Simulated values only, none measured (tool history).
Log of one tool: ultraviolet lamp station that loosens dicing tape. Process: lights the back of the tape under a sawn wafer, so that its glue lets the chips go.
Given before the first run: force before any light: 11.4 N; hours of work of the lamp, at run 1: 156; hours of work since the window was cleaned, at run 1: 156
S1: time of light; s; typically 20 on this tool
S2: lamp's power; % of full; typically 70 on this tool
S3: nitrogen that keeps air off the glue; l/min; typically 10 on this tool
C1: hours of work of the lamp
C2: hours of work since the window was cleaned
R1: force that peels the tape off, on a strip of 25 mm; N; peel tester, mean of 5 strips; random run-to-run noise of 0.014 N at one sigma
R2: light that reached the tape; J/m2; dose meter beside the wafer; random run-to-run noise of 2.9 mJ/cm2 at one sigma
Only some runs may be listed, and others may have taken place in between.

run 1 hour=0 | S1=20 S2=70 S3=10 | C1=156 C2=156 | R1=0.689 R2=4340
run 2 hour=6 | S1=20 S2=70 S3=10 | C1=159 C2=159 | R1=0.676 R2=4350
run 3 hour=14.8 | S1=20 S2=70 S3=6 | C1=162 C2=162 | R1=1.146 R2=4320
run 4 hour=21 | S1=20 S2=70 S3=6 | C1=165 C2=165 | R1=1.181 R2=4310
run 5 hour=27.5 | S1=21 S2=70 S3=10 | C1=168 C2=168 | R1=0.619 R2=4560
run 6 hour=32.4 | S1=21 S2=70 S3=10 | C1=170 C2=170 | R1=0.604 R2=4550
run 7 hour=44.1 | S1=21 S2=70 S3=6 | C1=175 C2=175 | R1=1.008 R2=4560
run 8 hour=53.7 | S1=19 S2=70 S3=14 | C1=179 C2=179 | R1=0.536 R2=4080
run 9 hour=59.1 | S1=19 S2=70 S3=14 | C1=181 C2=181 | R1=0.548 R2=4090
run 10 hour=66.9 | S1=20 S2=82 S3=5 | C1=184 C2=184 | R1=0.978 R2=5090
run 11 hour=74.2 | S1=20 S2=82 S3=5 | C1=187 C2=187 | R1=0.941 R2=5070
run 12 hour=84.9 | S1=20 S2=82 S3=5 | C1=192 C2=192 | R1=0.941 R2=5080
run 13 hour=89.7 | S1=20 S2=82 S3=5 | C1=194 C2=194 | R1=0.952 R2=5100

5 ways to go on from here, each from the tool as it stands after run 13. What would each give?
run A hour=100.5 | S1=20 S2=93 S3=3 | C1=198 C2=198 | R1=? R2=?
run B hour=100.5 | S1=20 S2=78 S3=3 | C1=198 C2=198 | R1=? R2=?
run C hour=100.5 | S1=10 S2=95 S3=11 | C1=198 C2=198 | R1=? R2=?
run D hour=100.5 | S1=13 S2=84 S3=5 | C1=198 C2=198 | R1=? R2=?
run E hour=100.5 | S1=20 S2=78 S3=10 | C1=198 C2=198 | R1=? R2=?

run=A R1=1.228 R2=5720
run=B R1=1.641 R2=4830
run=C R1=1.47 R2=2910
run=D R1=2.142 R2=3370
run=E R1=0.528 R2=4830
What these runs would have given with no unlogged condition in the tool:
run=A R1=1.227 R2=5730
run=B R1=1.64 R2=4840
run=C R1=1.469 R2=2910
run=D R1=2.14 R2=3370
run=E R1=0.527 R2=4830
